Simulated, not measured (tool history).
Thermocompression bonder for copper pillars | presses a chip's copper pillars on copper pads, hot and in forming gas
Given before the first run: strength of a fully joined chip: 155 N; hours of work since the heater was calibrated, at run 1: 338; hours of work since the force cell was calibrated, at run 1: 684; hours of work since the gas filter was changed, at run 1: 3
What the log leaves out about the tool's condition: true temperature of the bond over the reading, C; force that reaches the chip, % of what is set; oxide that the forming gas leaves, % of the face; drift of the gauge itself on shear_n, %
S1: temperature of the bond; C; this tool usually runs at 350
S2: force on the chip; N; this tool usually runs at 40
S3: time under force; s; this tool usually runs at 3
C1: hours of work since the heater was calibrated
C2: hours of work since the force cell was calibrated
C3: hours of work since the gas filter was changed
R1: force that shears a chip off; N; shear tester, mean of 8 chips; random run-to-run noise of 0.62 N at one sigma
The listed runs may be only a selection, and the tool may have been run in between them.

| run | hour | S1 | S2 | S3 | C1 | C2 | C3 | R1 |
|---|---|---|---|---|---|---|---|---|
| 1 | 0.0 | 350 | 40 | 3 | 338 | 684 | 3 | 51.4 |
| 2 | 21.6 | 346 | 40 | 3 | 351 | 697 | 16 | 50.3 |
| 3 | 45.0 | 338 | 40 | 3 | 365 | 711 | 30 | 46.0 |
| 4 | 68.1 | 338 | 40 | 3 | 379 | 725 | 44 | 44.6 |
| 5 | 102.0 | 338 | 40 | 3 | 399 | 746 | 65 | 44.9 |
| 6 | 121.8 | 350 | 40 | 8 | 411 | 758 | 77 | 72.1 |
| 7 | 144.9 | 350 | 40 | 8 | 425 | 772 | 91 | 73.2 |
| 8 | 170.1 | 350 | 40 | 8 | 440 | 787 | 106 | 72.7 |
| 9 | 203.4 | 350 | 40 | 8 | 460 | 807 | 126 | 71.2 |
| 10 | 231.2 | 325 | 40 | 3 | 477 | 824 | 143 | 37.7 |
| 11 | 259.4 | 350 | 40 | 3 | 494 | 841 | 160 | 48.3 |
| 12 | 289.4 | 350 | 40 | 3 | 512 | 859 | 178 | 47.7 |
|  | 292.8 | force cell calibrated |
| 13 | 319.6 | 350 | 40 | 5 | 530 | 16 | 195 | 56.1 |
|  | 337.4 | forming gas filter changed |
| 14 | 347.7 | 350 | 40 | 5 | 546 | 33 | 6 | 59.8 |
|  | 359.2 | force cell calibrated, once more |
| 15 | 367.4 | 350 | 40 | 3 | 557 | 5 | 17 | 52.0 |
| 16 | 390.7 | 350 | 40 | 3 | 571 | 19 | 31 | 51.9 |
| 17 | 417.6 | 350 | 48 | 3 | 588 | 35 | 48 | 62.6 |
| 18 | 443.0 | 350 | 48 | 3 | 603 | 51 | 63 | 63.0 |
| 19 | 464.7 | 350 | 48 | 3 | 616 | 64 | 76 | 62.1 |
| 20 | 487.5 | 334 | 40 | 3 | 630 | 78 | 90 | 43.1 |
| 21 | 504.1 | 337 | 31 | 6 | 640 | 88 | 100 | 44.3 |
| 22 | 521.1 | 343 | 48 | 6 | 650 | 98 | 110 | 74.5 |
| 23 | 536.5 | 343 | 48 | 6 | 660 | 107 | 119 | 72.8 |
| 24 | 570.6 | 351 | 31 | 2 | 680 | 128 | 140 | 30.9 |
| 25 | 607.1 | 356 | 36 | 2 | 702 | 150 | 162 | 38.6 |
| 26 | 634.0 | 350 | 38 | 8 | 718 | 166 | 178 | 66.2 |
|  | 648.8 | heater calibrated with a thermocouple chip |
| 27 | 655.9 | 350 | 25 | 2 | 4 | 178 | 190 | 24.5 |
|  | 683.8 | forming gas filter changed |
| 28 | 685.1 | 350 | 28 | 4 | 22 | 195 | 1 | 41.8 |
| 29 | 716.7 | 350 | 28 | 4 | 41 | 214 | 20 | 40.6 |
| 30 | 737.6 | 358 | 40 | 3 | 53 | 227 | 33 | 55.6 |
| 31 | 762.9 | 321 | 44 | 5 | 69 | 242 | 48 | 54.7 |
| 32 | 800.1 | 350 | 50 | 3 | 91 | 265 | 70 | 66.3 |
| 33 | 833.1 | 350 | 50 | 3 | 111 | 285 | 90 | 64.3 |
| 34 | 849.1 | 350 | 27 | 2 | 121 | 294 | 100 | 28.0 |
| 35 | 880.6 | 350 | 37 | 3 | 140 | 313 | 119 | 47.3 |
| 36 | 904.4 | 337 | 35 | 3 | 154 | 328 | 133 | 37.4 |
| 37 | 922.2 | 337 | 35 | 3 | 165 | 339 | 144 | 38.8 |
| 38 | 951.7 | 350 | 27 | 2 | 183 | 356 | 162 | 25.7 |
| 39 | 972.7 | 350 | 27 | 2 | 195 | 369 | 175 | 26.4 |

Forecast each of these 3 alternatives for the next run:
| A | 994.6 | 350 | 44 | 3 | 209 | 382 | 188 | ? |
| B | 994.6 | 355 | 31 | 8 | 209 | 382 | 188 | ? |
| C | 994.6 | 376 | 27 | 3 | 209 | 382 | 188 | ? |

| run | R1 |
|---|---|
| A | 54.1 |
| B | 57.8 |
| C | 40.3 |
Stripped of hidden state, with their random variation kept, the same runs would have yielded:
| run | R1 |
|---|---|
| A | 62.0 |
| B | 66.1 |
| C | 46.2 |
